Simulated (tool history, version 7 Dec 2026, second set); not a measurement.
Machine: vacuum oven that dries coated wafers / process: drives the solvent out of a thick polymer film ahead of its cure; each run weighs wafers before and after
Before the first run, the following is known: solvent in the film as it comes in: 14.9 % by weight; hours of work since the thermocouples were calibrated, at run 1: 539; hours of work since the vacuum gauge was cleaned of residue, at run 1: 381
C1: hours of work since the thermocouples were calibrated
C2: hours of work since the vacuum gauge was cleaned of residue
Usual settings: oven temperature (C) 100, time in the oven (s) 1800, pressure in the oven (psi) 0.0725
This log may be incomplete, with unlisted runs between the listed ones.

run 1 hour=0 | oven_temperature_(C)=100 time_in_the_oven_(s)=1800 pressure_in_the_oven_(psi)=0.0725 | C1=539 C2=381 | solvent_left_in_the_film_(%)=1.5
run 2 hour=24.9 | oven_temperature_(C)=100 time_in_the_oven_(s)=1800 pressure_in_the_oven_(psi)=0.0725 | C1=552 C2=394 | solvent_left_in_the_film_(%)=1.43
run 3 hour=48.2 | oven_temperature_(C)=100 time_in_the_oven_(s)=1800 pressure_in_the_oven_(psi)=0.0725 | C1=564 C2=406 | solvent_left_in_the_film_(%)=1.52
run 4 hour=68.5 | oven_temperature_(C)=100 time_in_the_oven_(s)=1800 pressure_in_the_oven_(psi)=0.0725 | C1=574 C2=417 | solvent_left_in_the_film_(%)=1.53
run 5 hour=81.6 | oven_temperature_(C)=100 time_in_the_oven_(s)=1800 pressure_in_the_oven_(psi)=0.0725 | C1=581 C2=424 | solvent_left_in_the_film_(%)=1.56
run 6 hour=105 | oven_temperature_(C)=100 time_in_the_oven_(s)=1140 pressure_in_the_oven_(psi)=0.0725 | C1=593 C2=436 | solvent_left_in_the_film_(%)=2.94
run 7 hour=129.3 | oven_temperature_(C)=100 time_in_the_oven_(s)=1140 pressure_in_the_oven_(psi)=0.0725 | C1=606 C2=449 | solvent_left_in_the_film_(%)=2.89
run 8 hour=145 | oven_temperature_(C)=102 time_in_the_oven_(s)=1800 pressure_in_the_oven_(psi)=0.0725 | C1=614 C2=457 | solvent_left_in_the_film_(%)=1.19
run 9 hour=171.1 | oven_temperature_(C)=102 time_in_the_oven_(s)=1800 pressure_in_the_oven_(psi)=0.0725 | C1=628 C2=470 | solvent_left_in_the_film_(%)=1.2
run 10 hour=197.1 | oven_temperature_(C)=102 time_in_the_oven_(s)=1800 pressure_in_the_oven_(psi)=0.0725 | C1=641 C2=484 | solvent_left_in_the_film_(%)=1.19
run 11 hour=222.6 | oven_temperature_(C)=102 time_in_the_oven_(s)=1800 pressure_in_the_oven_(psi)=0.0725 | C1=655 C2=497 | solvent_left_in_the_film_(%)=1.09
run 12 hour=241.8 | oven_temperature_(C)=102 time_in_the_oven_(s)=1800 pressure_in_the_oven_(psi)=0.0725 | C1=665 C2=507 | solvent_left_in_the_film_(%)=1.16
run 13 hour=265 | oven_temperature_(C)=102 time_in_the_oven_(s)=1800 pressure_in_the_oven_(psi)=0.0725 | C1=677 C2=519 | solvent_left_in_the_film_(%)=1.09
run 14 hour=292.3 | oven_temperature_(C)=102 time_in_the_oven_(s)=1800 pressure_in_the_oven_(psi)=0.0725 | C1=691 C2=533 | solvent_left_in_the_film_(%)=1.19
run 15 hour=310.4 | oven_temperature_(C)=102 time_in_the_oven_(s)=1800 pressure_in_the_oven_(psi)=0.0725 | C1=700 C2=543 | solvent_left_in_the_film_(%)=1.16
run 16 hour=322.2 | oven_temperature_(C)=102 time_in_the_oven_(s)=1800 pressure_in_the_oven_(psi)=0.0725 | C1=707 C2=549 | solvent_left_in_the_film_(%)=1.25
run 17 hour=349.7 | oven_temperature_(C)=102 time_in_the_oven_(s)=1800 pressure_in_the_oven_(psi)=0.0725 | C1=721 C2=563 | solvent_left_in_the_film_(%)=1.22
run 18 hour=370.8 | oven_temperature_(C)=99 time_in_the_oven_(s)=1800 pressure_in_the_oven_(psi)=0.0725 | C1=732 C2=574 | solvent_left_in_the_film_(%)=1.83
run 19 hour=385.1 | oven_temperature_(C)=100 time_in_the_oven_(s)=1800 pressure_in_the_oven_(psi)=0.0725 | C1=739 C2=582 | solvent_left_in_the_film_(%)=1.6
run 20 hour=406.7 | oven_temperature_(C)=100 time_in_the_oven_(s)=1260 pressure_in_the_oven_(psi)=0.0725 | C1=751 C2=593 | solvent_left_in_the_film_(%)=2.65
run 21 hour=422 | oven_temperature_(C)=100 time_in_the_oven_(s)=1260 pressure_in_the_oven_(psi)=0.0725 | C1=759 C2=601 | solvent_left_in_the_film_(%)=2.55
run 22 hour=447.4 | oven_temperature_(C)=112 time_in_the_oven_(s)=1800 pressure_in_the_oven_(psi)=0.0725 | C1=772 C2=614 | solvent_left_in_the_film_(%)=0.4
run 23 hour=463 | oven_temperature_(C)=112 time_in_the_oven_(s)=1800 pressure_in_the_oven_(psi)=0.1217 | C1=780 C2=622 | solvent_left_in_the_film_(%)=0.53
run 24 hour=476.7 | oven_temperature_(C)=100 time_in_the_oven_(s)=1620 pressure_in_the_oven_(psi)=0.0512 | C1=787 C2=629 | solvent_left_in_the_film_(%)=1.66
run 25 hour=504.1 | oven_temperature_(C)=100 time_in_the_oven_(s)=1860 pressure_in_the_oven_(psi)=0.2345 | C1=801 C2=644 | solvent_left_in_the_film_(%)=2.36
run 26 hour=526.3 | oven_temperature_(C)=104 time_in_the_oven_(s)=1080 pressure_in_the_oven_(psi)=0.1114 | C1=813 C2=655 | solvent_left_in_the_film_(%)=2.39
run 27 hour=551.3 | oven_temperature_(C)=105 time_in_the_oven_(s)=1800 pressure_in_the_oven_(psi)=0.1456 | C1=826 C2=668 | solvent_left_in_the_film_(%)=1.22
run 28 hour=562.5 | oven_temperature_(C)=105 time_in_the_oven_(s)=1800 pressure_in_the_oven_(psi)=0.1456 | C1=832 C2=674 | solvent_left_in_the_film_(%)=1.11
run 29 hour=589.4 | oven_temperature_(C)=92 time_in_the_oven_(s)=1920 pressure_in_the_oven_(psi)=0.0725 | C1=846 C2=688 | solvent_left_in_the_film_(%)=3.46
run 30 hour=609 | oven_temperature_(C)=97 time_in_the_oven_(s)=2520 pressure_in_the_oven_(psi)=0.1163 | C1=856 C2=698 | solvent_left_in_the_film_(%)=1.53
run 31 hour=629.6 | oven_temperature_(C)=106 time_in_the_oven_(s)=1380 pressure_in_the_oven_(psi)=0.0505 | C1=867 C2=709 | solvent_left_in_the_film_(%)=1.02
run 32 hour=655 | oven_temperature_(C)=92 time_in_the_oven_(s)=1800 pressure_in_the_oven_(psi)=0.1671 | C1=880 C2=722 | solvent_left_in_the_film_(%)=4.17
run 33 hour=668.1 | oven_temperature_(C)=86 time_in_the_oven_(s)=1080 pressure_in_the_oven_(psi)=0.0795 | C1=887 C2=729 | solvent_left_in_the_film_(%)=7.69
run 34 hour=692.5 | oven_temperature_(C)=86 time_in_the_oven_(s)=1080 pressure_in_the_oven_(psi)=0.0795 | C1=899 C2=742 | solvent_left_in_the_film_(%)=7.69
run 35 hour=711.2 | oven_temperature_(C)=86 time_in_the_oven_(s)=1080 pressure_in_the_oven_(psi)=0.0795 | C1=909 C2=752 | solvent_left_in_the_film_(%)=7.79
run 36 hour=727.8 | oven_temperature_(C)=86 time_in_the_oven_(s)=1080 pressure_in_the_oven_(psi)=0.0795 | C1=918 C2=760 | solvent_left_in_the_film_(%)=7.56
run 37 hour=754.5 | oven_temperature_(C)=86 time_in_the_oven_(s)=1080 pressure_in_the_oven_(psi)=0.0795 | C1=932 C2=774 | solvent_left_in_the_film_(%)=7.82
run 38 hour=774.1 | oven_temperature_(C)=105 time_in_the_oven_(s)=1260 pressure_in_the_oven_(psi)=0.225 | C1=942 C2=784 | solvent_left_in_the_film_(%)=2.32
run 39 hour=789.8 | oven_temperature_(C)=105 time_in_the_oven_(s)=1260 pressure_in_the_oven_(psi)=0.225 | C1=950 C2=793 | solvent_left_in_the_film_(%)=2.15
run 40 hour=811.9 | oven_temperature_(C)=105 time_in_the_oven_(s)=1260 pressure_in_the_oven_(psi)=0.0785 | C1=962 C2=804 | solvent_left_in_the_film_(%)=1.61
run 41 hour=826.2 | oven_temperature_(C)=86 time_in_the_oven_(s)=1260 pressure_in_the_oven_(psi)=0.0416 | C1=969 C2=811 | solvent_left_in_the_film_(%)=7.07
run 42 hour=853.4 | oven_temperature_(C)=87 time_in_the_oven_(s)=2400 pressure_in_the_oven_(psi)=0.0518 | C1=983 C2=826 | solvent_left_in_the_film_(%)=4.02
run 43 hour=864.8 | oven_temperature_(C)=114 time_in_the_oven_(s)=2280 pressure_in_the_oven_(psi)=0.2425 | C1=989 C2=832 | solvent_left_in_the_film_(%)=0.96
run 44 hour=882.5 | oven_temperature_(C)=110 time_in_the_oven_(s)=1200 pressure_in_the_oven_(psi)=0.0725 | C1=998 C2=841 | solvent_left_in_the_film_(%)=0.86
run 45 hour=897.6 | oven_temperature_(C)=100 time_in_the_oven_(s)=2220 pressure_in_the_oven_(psi)=0.069 | C1=1006 C2=849 | solvent_left_in_the_film_(%)=1.15
run 46 hour=921.6 | oven_temperature_(C)=108 time_in_the_oven_(s)=2460 pressure_in_the_oven_(psi)=0.2669 | C1=1019 C2=861 | solvent_left_in_the_film_(%)=1.28

Hidden state or all else? Some run-to-run changes of solvent left in the film (%), split into what the settings, what came in and random variation would give without the hidden state, and what is left for the hidden state (with any gauge scatter that isn't in both results):
Hidden conditions of the tool in this case: true wafer temperature over the reading, C; true pressure over the reading, kPa; drift of the gauge itself on solvent_pct, %.
Run 28 -> 29: oven temperature (C) 105 -> 92, time in the oven (s) 1800 -> 1920, pressure in the oven (psi) 0.1456 -> 0.0725. solvent left in the film (%) +2.35: hidden state +0.19, all else +2.16.
Run 31 -> 32: oven temperature (C) 106 -> 92, time in the oven (s) 1380 -> 1800, pressure in the oven (psi) 0.0505 -> 0.1671. solvent left in the film (%) +3.15: hidden state +0.19, all else +2.96.
Run 32 -> 33: oven temperature (C) 92 -> 86, time in the oven (s) 1800 -> 1080, pressure in the oven (psi) 0.1671 -> 0.0795. solvent left in the film (%) +3.52: hidden state -0.04, all else +3.56.
Run 37 -> 38: oven temperature (C) 86 -> 105, time in the oven (s) 1080 -> 1260, pressure in the oven (psi) 0.0795 -> 0.225. solvent left in the film (%) -5.5: hidden state -0.09, all else -5.41.
Run 40 -> 41: oven temperature (C) 105 -> 86, pressure in the oven (psi) 0.0785 -> 0.0416. solvent left in the film (%) +5.46: hidden state +0.15, all else +5.31.
Run 42 -> 43: oven temperature (C) 87 -> 114, time in the oven (s) 2400 -> 2280, pressure in the oven (psi) 0.0518 -> 0.2425. solvent left in the film (%) -3.06: hidden state -0.37, all else -2.69.
